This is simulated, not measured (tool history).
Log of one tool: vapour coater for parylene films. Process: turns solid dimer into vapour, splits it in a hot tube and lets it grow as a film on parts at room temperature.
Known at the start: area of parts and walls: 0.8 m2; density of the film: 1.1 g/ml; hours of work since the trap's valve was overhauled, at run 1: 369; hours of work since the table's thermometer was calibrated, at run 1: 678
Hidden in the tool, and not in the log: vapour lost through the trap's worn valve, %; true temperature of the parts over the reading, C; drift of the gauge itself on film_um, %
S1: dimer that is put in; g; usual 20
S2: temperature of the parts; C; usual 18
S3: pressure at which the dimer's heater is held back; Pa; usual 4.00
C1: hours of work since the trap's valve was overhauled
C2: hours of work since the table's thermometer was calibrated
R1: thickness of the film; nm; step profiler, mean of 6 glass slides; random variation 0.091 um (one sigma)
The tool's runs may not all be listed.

run	day	S1	S2	S3	C1	C2	R1
1	0.000	20	18	4.00	369	678	10650
2	0.767	20	18	5.15	384	693	10150
3	1.671	20	18	4.00	401	710	10430
4	2.300	20	18	4.00	413	722	10330
5	3.438	20	18	4.00	435	744	10530
6	4.183	20	18	4.00	449	758	10310
7	5.496	20	18	4.00	474	784	10220
8	6.838	20	18	4.00	500	809	10170
9	8.142	20	13	4.00	525	834	12100
10	9.196	20	13	4.00	545	855	11980
11	10.554	20	13	4.00	571	881	12080
12	11.562	20	13	4.00	591	900	11920
13	12.158	20	18	4.00	602	911	10010
14	12.921	20	18	4.00	617	926	9870
# day 13.608: trap's valve overhauled
15	14.250	20	18	4.00	12	948	11200
16	14.862	20	13	4.00	24	960	13400
17	15.825	20	26	4.00	43	979	8500
18	16.442	20	18	3.40	54	990	11350
19	17.512	20	18	3.40	75	1011	11650
20	18.525	20	18	4.00	94	1030	11160
21	19.192	20	18	4.00	107	1043	11060
22	20.362	9	18	4.00	130	1066	5000
23	21.025	9	18	4.00	142	1078	4960
24	22.238	34	11	2.45	166	1102	25440
25	23.483	34	11	2.45	190	1126	25450
26	24.696	25	27	7.72	213	1149	9010
27	25.579	8	27	5.85	230	1166	3020
28	26.246	8	27	5.85	243	1179	2980
29	27.579	8	14	4.49	268	1204	4870
30	28.246	8	20	5.88	281	1217	3790
31	29.421	8	20	5.88	303	1239	3720
32	30.233	25	18	7.17	319	1255	12290
# day 30.371: table's thermometer calibrated
33	31.492	15	18	7.17	342	22	7380
34	32.121	35	12	7.17	354	34	20800
35	32.867	35	12	7.17	369	48	20680
# day 34.117: table's thermometer calibrated, once more
36	34.133	20	23	8.19	392	0	7660
37	34.829	26	25	4.78	406	14	10040
38	36.100	14	10	11.19	430	38	7880
39	37.404	14	11	3.35	455	63	9160
40	38.483	14	11	3.35	476	84	9050
41	39.429	14	22	3.53	494	102	6180
42	40.562	10	18	2.75	516	124	5260
43	41.358	27	18	3.91	531	139	13190
44	42.542	27	18	3.91	554	162	13130
45	43.792	10	26	9.88	578	186	3280
46	44.829	10	26	9.88	598	206	3230

Forecast each of these 5 alternatives for the next run:
A	45.558	10	26	9.88	612	220	?
B	45.558	10	15	4.80	612	220	?
C	45.558	20	13	11.34	612	220	?
D	45.558	16	22	2.19	612	220	?
E	45.558	12	12	8.13	612	220	?

run	R1
A	3210
B	5150
C	9830
D	7390
E	6370
Without the tool's hidden state the same runs would have given:
run	R1
A	3690
B	5930
C	11320
D	8510
E	7340
